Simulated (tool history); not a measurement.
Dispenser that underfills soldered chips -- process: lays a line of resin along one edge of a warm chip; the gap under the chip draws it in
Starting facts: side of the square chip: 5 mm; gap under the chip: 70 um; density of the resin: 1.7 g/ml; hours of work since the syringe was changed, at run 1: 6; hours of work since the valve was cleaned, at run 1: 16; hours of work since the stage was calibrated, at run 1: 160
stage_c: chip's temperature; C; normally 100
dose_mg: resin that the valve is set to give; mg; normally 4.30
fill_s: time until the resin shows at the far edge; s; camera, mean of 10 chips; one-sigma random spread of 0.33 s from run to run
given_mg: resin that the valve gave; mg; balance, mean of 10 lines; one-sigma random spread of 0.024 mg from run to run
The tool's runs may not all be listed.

run,hour,stage_c,dose_mg,hours of work since the syringe was changed,hours of work since the valve was cleaned,hours of work since the stage was calibrated,fill_s,given_mg
1,0.0,100,4.30,6,16,160,20.7,4.26
# hour 3.0: new syringe of resin
2,3.6,100,4.30,0,18,162,13.1,4.28
3,9.9,100,4.30,5,22,166,18.7,4.26
# hour 14.9: new syringe of resin
4,15.0,100,4.30,0,26,170,13.2,4.25
5,19.2,100,4.30,3,28,172,16.8,4.23
6,22.9,100,4.30,5,31,175,19.8,4.19
# hour 26.8: new syringe of resin
7,28.9,89,4.30,1,35,179,23.2,4.13
8,31.9,89,4.30,3,37,181,27.6,4.18
# hour 38.6: new syringe of resin
9,38.6,89,4.30,0,41,185,20.8,4.20
10,43.0,94,4.30,3,44,188,20.5,4.17
11,49.0,100,4.82,7,48,192,21.6,4.66
# hour 50.8: dispensing valve cleaned and set on the balance
# hour 51.5: new syringe of resin
12,54.0,100,4.82,2,2,195,14.4,4.82
13,57.7,97,4.82,4,5,197,20.5,4.78
# hour 63.5: new syringe of resin
14,63.5,97,4.82,0,8,201,14.1,4.81
15,68.0,97,4.82,3,11,204,18.9,4.76
16,72.9,97,3.85,6,15,207,25.3,3.86
# hour 75.6: new syringe of resin
17,78.9,100,4.30,2,18,211,15.6,4.27
18,85.0,100,4.30,6,23,215,21.7,4.25
# hour 87.8: new syringe of resin
19,89.7,100,4.30,1,26,218,14.7,4.23
20,93.4,100,4.30,4,28,221,17.6,4.23
# hour 99.7: new syringe of resin
21,100.1,104,5.32,0,32,225,11.8,5.22
22,104.9,105,4.44,3,36,228,13.9,4.34
23,109.5,97,4.57,7,39,231,25.0,4.48
# hour 111.9: new syringe of resin
24,113.6,88,4.02,1,41,234,23.9,3.93
25,119.8,109,4.12,5,46,238,14.0,4.01
26,123.2,109,4.30,8,48,241,16.6,4.15
# hour 123.8: new syringe of resin
# hour 125.4: dispensing valve cleaned and set on the balance
27,128.5,86,4.32,3,2,243,28.5,4.31
28,131.5,115,3.70,5,4,245,10.5,3.67
# hour 136.7: new syringe of resin
29,137.8,104,5.07,1,8,249,11.6,5.01
30,144.5,100,4.23,5,13,254,19.4,4.18
# hour 149.0: new syringe of resin
31,150.5,101,5.48,1,17,258,13.7,5.40
32,154.1,101,5.48,3,19,260,16.3,5.40
33,156.9,94,4.09,5,21,262,26.7,4.03
# hour 161.1: new syringe of resin
34,161.2,92,4.64,0,24,265,17.6,4.56
35,165.2,107,5.19,3,26,268,11.4,5.08
36,169.8,107,5.19,6,29,271,15.0,5.09

Branching from run 36: 3 alternative next runs. What would each branch give?
A,172.5,93,5.00,8,31,272,?,?
B,172.5,107,4.24,8,31,272,?,?
C,172.5,101,4.20,8,31,272,?,?

run,fill_s,given_mg
A,32.2,4.86
B,17.8,4.14
C,22.9,4.12
With no hidden state in the tool, these same runs would have given:
run,fill_s,given_mg
A,17.5,4.97
B,9.4,4.23
C,12.1,4.21

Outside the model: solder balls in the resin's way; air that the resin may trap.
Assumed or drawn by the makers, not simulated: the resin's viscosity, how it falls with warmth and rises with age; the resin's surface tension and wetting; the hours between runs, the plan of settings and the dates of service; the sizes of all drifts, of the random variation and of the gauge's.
